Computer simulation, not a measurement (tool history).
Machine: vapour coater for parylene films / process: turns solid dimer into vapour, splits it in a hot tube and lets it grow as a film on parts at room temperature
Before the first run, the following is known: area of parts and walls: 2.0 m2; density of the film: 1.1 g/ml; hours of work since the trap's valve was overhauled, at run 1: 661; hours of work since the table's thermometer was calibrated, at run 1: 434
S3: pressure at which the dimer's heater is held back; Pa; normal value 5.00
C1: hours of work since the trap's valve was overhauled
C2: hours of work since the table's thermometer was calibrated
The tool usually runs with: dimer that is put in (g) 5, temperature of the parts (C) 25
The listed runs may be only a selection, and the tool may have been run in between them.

run 1 day=0.000 | dimer_that_is_put_in_(g)=5 temperature_of_the_parts_(C)=25 S3=5.00 | C1=661 C2=434 | thickness_of_the_film_(um)=1.05
run 2 day=1.088 | dimer_that_is_put_in_(g)=5 temperature_of_the_parts_(C)=25 S3=5.00 | C1=682 C2=456 | thickness_of_the_film_(um)=1.06
-- day=1.679 trap's valve overhauled
run 3 day=2.483 | dimer_that_is_put_in_(g)=5 temperature_of_the_parts_(C)=25 S3=5.00 | C1=16 C2=480 | thickness_of_the_film_(um)=1.06
run 4 day=3.662 | dimer_that_is_put_in_(g)=5 temperature_of_the_parts_(C)=25 S3=5.00 | C1=39 C2=504 | thickness_of_the_film_(um)=1.09
run 5 day=4.379 | dimer_that_is_put_in_(g)=5 temperature_of_the_parts_(C)=25 S3=5.00 | C1=54 C2=518 | thickness_of_the_film_(um)=1.04
run 6 day=5.317 | dimer_that_is_put_in_(g)=5 temperature_of_the_parts_(C)=25 S3=5.00 | C1=72 C2=537 | thickness_of_the_film_(um)=1.06
run 7 day=6.404 | dimer_that_is_put_in_(g)=5 temperature_of_the_parts_(C)=25 S3=5.00 | C1=94 C2=558 | thickness_of_the_film_(um)=1.06
run 8 day=7.317 | dimer_that_is_put_in_(g)=5 temperature_of_the_parts_(C)=25 S3=5.00 | C1=112 C2=576 | thickness_of_the_film_(um)=1.04
run 9 day=8.121 | dimer_that_is_put_in_(g)=5 temperature_of_the_parts_(C)=25 S3=5.00 | C1=128 C2=592 | thickness_of_the_film_(um)=1.07
run 10 day=8.662 | dimer_that_is_put_in_(g)=5 temperature_of_the_parts_(C)=25 S3=5.00 | C1=139 C2=603 | thickness_of_the_film_(um)=1.05
run 11 day=9.817 | dimer_that_is_put_in_(g)=7 temperature_of_the_parts_(C)=25 S3=5.00 | C1=161 C2=626 | thickness_of_the_film_(um)=1.49
run 12 day=10.892 | dimer_that_is_put_in_(g)=5 temperature_of_the_parts_(C)=24 S3=5.00 | C1=183 C2=647 | thickness_of_the_film_(um)=1.07
run 13 day=11.429 | dimer_that_is_put_in_(g)=5 temperature_of_the_parts_(C)=24 S3=5.00 | C1=194 C2=658 | thickness_of_the_film_(um)=1.09
run 14 day=12.204 | dimer_that_is_put_in_(g)=5 temperature_of_the_parts_(C)=24 S3=5.00 | C1=209 C2=673 | thickness_of_the_film_(um)=1.08
run 15 day=13.321 | dimer_that_is_put_in_(g)=5 temperature_of_the_parts_(C)=24 S3=5.00 | C1=231 C2=695 | thickness_of_the_film_(um)=1.07
run 16 day=14.125 | dimer_that_is_put_in_(g)=5 temperature_of_the_parts_(C)=24 S3=5.00 | C1=247 C2=711 | thickness_of_the_film_(um)=1.09
run 17 day=14.800 | dimer_that_is_put_in_(g)=5 temperature_of_the_parts_(C)=24 S3=5.00 | C1=260 C2=725 | thickness_of_the_film_(um)=1.08
run 18 day=15.633 | dimer_that_is_put_in_(g)=5 temperature_of_the_parts_(C)=24 S3=5.00 | C1=277 C2=741 | thickness_of_the_film_(um)=1.07
run 19 day=16.304 | dimer_that_is_put_in_(g)=8 temperature_of_the_parts_(C)=35 S3=5.00 | C1=290 C2=755 | thickness_of_the_film_(um)=1.21
run 20 day=17.371 | dimer_that_is_put_in_(g)=4 temperature_of_the_parts_(C)=35 S3=5.00 | C1=311 C2=776 | thickness_of_the_film_(um)=0.61
run 21 day=18.588 | dimer_that_is_put_in_(g)=2 temperature_of_the_parts_(C)=24 S3=2.35 | C1=336 C2=800 | thickness_of_the_film_(um)=0.50
run 22 day=19.733 | dimer_that_is_put_in_(g)=2 temperature_of_the_parts_(C)=24 S3=2.35 | C1=358 C2=823 | thickness_of_the_film_(um)=0.54
run 23 day=20.538 | dimer_that_is_put_in_(g)=2 temperature_of_the_parts_(C)=24 S3=2.35 | C1=374 C2=839 | thickness_of_the_film_(um)=0.54
run 24 day=21.558 | dimer_that_is_put_in_(g)=7 temperature_of_the_parts_(C)=22 S3=7.19 | C1=395 C2=859 | thickness_of_the_film_(um)=1.49
run 25 day=22.492 | dimer_that_is_put_in_(g)=7 temperature_of_the_parts_(C)=22 S3=7.19 | C1=413 C2=877 | thickness_of_the_film_(um)=1.51
run 26 day=23.075 | dimer_that_is_put_in_(g)=7 temperature_of_the_parts_(C)=22 S3=7.19 | C1=425 C2=889 | thickness_of_the_film_(um)=1.49
run 27 day=23.725 | dimer_that_is_put_in_(g)=5 temperature_of_the_parts_(C)=20 S3=3.90 | C1=438 C2=902 | thickness_of_the_film_(um)=1.30
run 28 day=24.879 | dimer_that_is_put_in_(g)=5 temperature_of_the_parts_(C)=20 S3=7.95 | C1=460 C2=925 | thickness_of_the_film_(um)=1.11
run 29 day=25.633 | dimer_that_is_put_in_(g)=5 temperature_of_the_parts_(C)=20 S3=7.95 | C1=475 C2=940 | thickness_of_the_film_(um)=1.09
run 30 day=26.633 | dimer_that_is_put_in_(g)=5 temperature_of_the_parts_(C)=31 S3=5.00 | C1=495 C2=960 | thickness_of_the_film_(um)=0.85
run 31 day=27.383 | dimer_that_is_put_in_(g)=5 temperature_of_the_parts_(C)=31 S3=5.00 | C1=510 C2=974 | thickness_of_the_film_(um)=0.86
run 32 day=28.354 | dimer_that_is_put_in_(g)=5 temperature_of_the_parts_(C)=33 S3=2.78 | C1=529 C2=994 | thickness_of_the_film_(um)=0.92
run 33 day=29.571 | dimer_that_is_put_in_(g)=5 temperature_of_the_parts_(C)=25 S3=5.89 | C1=554 C2=1018 | thickness_of_the_film_(um)=1.03
run 34 day=30.804 | dimer_that_is_put_in_(g)=6 temperature_of_the_parts_(C)=20 S3=5.00 | C1=578 C2=1042 | thickness_of_the_film_(um)=1.49
run 35 day=31.575 | dimer_that_is_put_in_(g)=4 temperature_of_the_parts_(C)=17 S3=4.45 | C1=593 C2=1058 | thickness_of_the_film_(um)=1.11

For each entry between runs, how does the tool's hidden state at the last listed run before it compare with that at the first listed run after it?
Runs 2 to 3: trap's valve overhauled (day 1.679)
  vapour lost through the trap's worn valve, %: 0.9 -> 0
